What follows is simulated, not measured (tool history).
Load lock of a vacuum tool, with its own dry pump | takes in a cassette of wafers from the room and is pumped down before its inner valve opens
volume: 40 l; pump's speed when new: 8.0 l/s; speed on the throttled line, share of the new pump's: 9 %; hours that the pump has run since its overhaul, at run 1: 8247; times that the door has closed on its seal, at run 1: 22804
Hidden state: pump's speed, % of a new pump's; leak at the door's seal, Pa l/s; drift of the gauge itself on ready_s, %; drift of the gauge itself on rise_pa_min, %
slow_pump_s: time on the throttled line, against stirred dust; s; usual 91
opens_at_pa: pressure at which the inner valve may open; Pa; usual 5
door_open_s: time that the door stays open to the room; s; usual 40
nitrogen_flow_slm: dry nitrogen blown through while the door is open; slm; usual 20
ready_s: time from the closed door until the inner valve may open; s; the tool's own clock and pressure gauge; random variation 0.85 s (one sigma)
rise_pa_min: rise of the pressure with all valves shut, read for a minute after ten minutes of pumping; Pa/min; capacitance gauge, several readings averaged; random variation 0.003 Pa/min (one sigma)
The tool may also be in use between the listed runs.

run,hour,slow_pump_s,opens_at_pa,door_open_s,nitrogen_flow_slm,hours that the pump has run since its overhaul,times that the door has closed on its seal,"incoming humidity of the room's air, %",ready_s,rise_pa_min
1,0,91,5,40,20,8247,22804,42.8,137,0.391
2,368.9,91,5,40,20,8615,23965,46.2,135.4,0.415
3,663.3,91,5,40,20,8910,24891,48.9,137.2,0.444
4,867.9,91,5,40,20,9114,25534,43.2,136.6,0.449
5,1042.6,91,5,40,29,9289,26084,43.1,136.9,0.47
6,1324.7,91,5,40,37,9571,26971,47.2,138.1,0.49
7,1569.9,91,5,149,20,9816,27742,47.1,135.8,0.516
8,1911,91,5,149,20,10158,28815,43.8,137,0.555
9,2198.4,91,5,149,20,10445,29719,45,137.1,0.578
10,2471.4,91,5,95,27,10718,30578,45,137.5,0.596
11,2701.2,148,6,43,20,10948,31301,42.5,187.8,0.598
12,2960,80,9,157,10,11207,32115,46.4,124.2,0.648
13,3230,117,10,31,15,11477,32964,43.9,158.3,0.654

Measured less the same run without the tool's hidden state. The same run-to-run variation is in both; the gauge's scatter may not be:
run,ready_s,rise_pa_min
1,+4,+0.379
2,+4.1,+0.405
3,+4.3,+0.43
4,+4.3,+0.443
5,+4.4,+0.467
6,+4.6,+0.485
7,+4.6,+0.495
8,+4.8,+0.535
9,+4.9,+0.556
10,+5.1,+0.584
11,+4.4,+0.591
12,+5.1,+0.612
13,+4.7,+0.647
